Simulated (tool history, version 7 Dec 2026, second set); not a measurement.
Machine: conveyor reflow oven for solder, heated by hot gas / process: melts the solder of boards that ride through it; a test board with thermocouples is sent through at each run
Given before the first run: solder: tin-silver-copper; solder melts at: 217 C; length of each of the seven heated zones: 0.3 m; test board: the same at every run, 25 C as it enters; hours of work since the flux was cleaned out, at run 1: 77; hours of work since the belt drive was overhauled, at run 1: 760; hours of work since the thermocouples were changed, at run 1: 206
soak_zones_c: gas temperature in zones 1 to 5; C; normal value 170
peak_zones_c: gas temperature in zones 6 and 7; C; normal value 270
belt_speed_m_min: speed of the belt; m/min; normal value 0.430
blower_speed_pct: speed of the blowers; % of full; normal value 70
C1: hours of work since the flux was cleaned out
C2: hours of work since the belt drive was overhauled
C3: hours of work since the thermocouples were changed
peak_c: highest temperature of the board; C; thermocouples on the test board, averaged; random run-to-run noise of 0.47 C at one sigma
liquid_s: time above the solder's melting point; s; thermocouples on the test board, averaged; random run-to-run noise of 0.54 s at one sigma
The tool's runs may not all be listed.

{"run": 1, "hour": 0.0, "soak_zones_c": 170, "peak_zones_c": 270, "belt_speed_m_min": 0.43, "blower_speed_pct": 70, "C1": 77, "C2": 760, "C3": 206, "peak_c": 251.0, "liquid_s": 59.5}
{"run": 2, "hour": 44.4, "soak_zones_c": 170, "peak_zones_c": 270, "belt_speed_m_min": 0.43, "blower_speed_pct": 70, "C1": 97, "C2": 780, "C3": 226, "peak_c": 250.9, "liquid_s": 59.5}
{"run": 3, "hour": 103.1, "soak_zones_c": 170, "peak_zones_c": 270, "belt_speed_m_min": 0.43, "blower_speed_pct": 70, "C1": 124, "C2": 807, "C3": 253, "peak_c": 250.3, "liquid_s": 60.1}
{"hour": 130.6, "done": "belt drive overhauled, speed set with a stopwatch"}
{"run": 4, "hour": 161.0, "soak_zones_c": 170, "peak_zones_c": 270, "belt_speed_m_min": 0.43, "blower_speed_pct": 70, "C1": 148, "C2": 14, "C3": 277, "peak_c": 250.2, "liquid_s": 58.3}
{"run": 5, "hour": 188.7, "soak_zones_c": 170, "peak_zones_c": 270, "belt_speed_m_min": 0.43, "blower_speed_pct": 70, "C1": 161, "C2": 26, "C3": 289, "peak_c": 249.2, "liquid_s": 57.5}
{"run": 6, "hour": 236.3, "soak_zones_c": 170, "peak_zones_c": 270, "belt_speed_m_min": 0.43, "blower_speed_pct": 70, "C1": 182, "C2": 48, "C3": 311, "peak_c": 249.1, "liquid_s": 57.5}
{"run": 7, "hour": 273.3, "soak_zones_c": 170, "peak_zones_c": 270, "belt_speed_m_min": 0.43, "blower_speed_pct": 70, "C1": 199, "C2": 65, "C3": 328, "peak_c": 249.1, "liquid_s": 57.7}
{"run": 8, "hour": 331.2, "soak_zones_c": 170, "peak_zones_c": 270, "belt_speed_m_min": 0.43, "blower_speed_pct": 70, "C1": 225, "C2": 91, "C3": 354, "peak_c": 249.7, "liquid_s": 57.7}
{"hour": 341.4, "done": "flux residue cleaned out of gas plates and filters"}
{"run": 9, "hour": 368.9, "soak_zones_c": 170, "peak_zones_c": 270, "belt_speed_m_min": 0.469, "blower_speed_pct": 77, "C1": 12, "C2": 106, "C3": 369, "peak_c": 249.7, "liquid_s": 52.0}
{"run": 10, "hour": 396.0, "soak_zones_c": 169, "peak_zones_c": 270, "belt_speed_m_min": 0.423, "blower_speed_pct": 87, "C1": 25, "C2": 118, "C3": 381, "peak_c": 254.2, "liquid_s": 63.7}
{"run": 11, "hour": 438.1, "soak_zones_c": 172, "peak_zones_c": 262, "belt_speed_m_min": 0.423, "blower_speed_pct": 87, "C1": 44, "C2": 137, "C3": 400, "peak_c": 248.0, "liquid_s": 60.2}
{"run": 12, "hour": 470.2, "soak_zones_c": 169, "peak_zones_c": 262, "belt_speed_m_min": 0.399, "blower_speed_pct": 83, "C1": 58, "C2": 151, "C3": 415, "peak_c": 247.1, "liquid_s": 62.3}
{"run": 13, "hour": 509.3, "soak_zones_c": 169, "peak_zones_c": 262, "belt_speed_m_min": 0.399, "blower_speed_pct": 83, "C1": 76, "C2": 169, "C3": 432, "peak_c": 247.0, "liquid_s": 62.5}
{"run": 14, "hour": 539.7, "soak_zones_c": 167, "peak_zones_c": 280, "belt_speed_m_min": 0.355, "blower_speed_pct": 70, "C1": 90, "C2": 183, "C3": 446, "peak_c": 264.2, "liquid_s": 83.6}
{"run": 15, "hour": 569.2, "soak_zones_c": 167, "peak_zones_c": 280, "belt_speed_m_min": 0.355, "blower_speed_pct": 70, "C1": 103, "C2": 196, "C3": 459, "peak_c": 264.2, "liquid_s": 82.2}

Branching from run 15: 3 alternative next runs. What would each branch give?
{"run": "A", "hour": 614.2, "soak_zones_c": 167, "peak_zones_c": 275, "belt_speed_m_min": 0.5, "blower_speed_pct": 52, "C1": 123, "C2": 217, "C3": 480, "peak_c": "?", "liquid_s": "?"}
{"run": "B", "hour": 614.2, "soak_zones_c": 181, "peak_zones_c": 270, "belt_speed_m_min": 0.424, "blower_speed_pct": 70, "C1": 123, "C2": 217, "C3": 480, "peak_c": "?", "liquid_s": "?"}
{"run": "C", "hour": 614.2, "soak_zones_c": 167, "peak_zones_c": 280, "belt_speed_m_min": 0.355, "blower_speed_pct": 73, "C1": 123, "C2": 217, "C3": 480, "peak_c": "?", "liquid_s": "?"}

run=A peak_c=240.8 liquid_s=38.8
run=B peak_c=251.8 liquid_s=66.5
run=C peak_c=264.6 liquid_s=83.6
Had the tool no hidden state, the same runs would have come out as:
run=A peak_c=242.5 liquid_s=40.6
run=B peak_c=253.4 liquid_s=67.8
run=C peak_c=266.3 liquid_s=84.6

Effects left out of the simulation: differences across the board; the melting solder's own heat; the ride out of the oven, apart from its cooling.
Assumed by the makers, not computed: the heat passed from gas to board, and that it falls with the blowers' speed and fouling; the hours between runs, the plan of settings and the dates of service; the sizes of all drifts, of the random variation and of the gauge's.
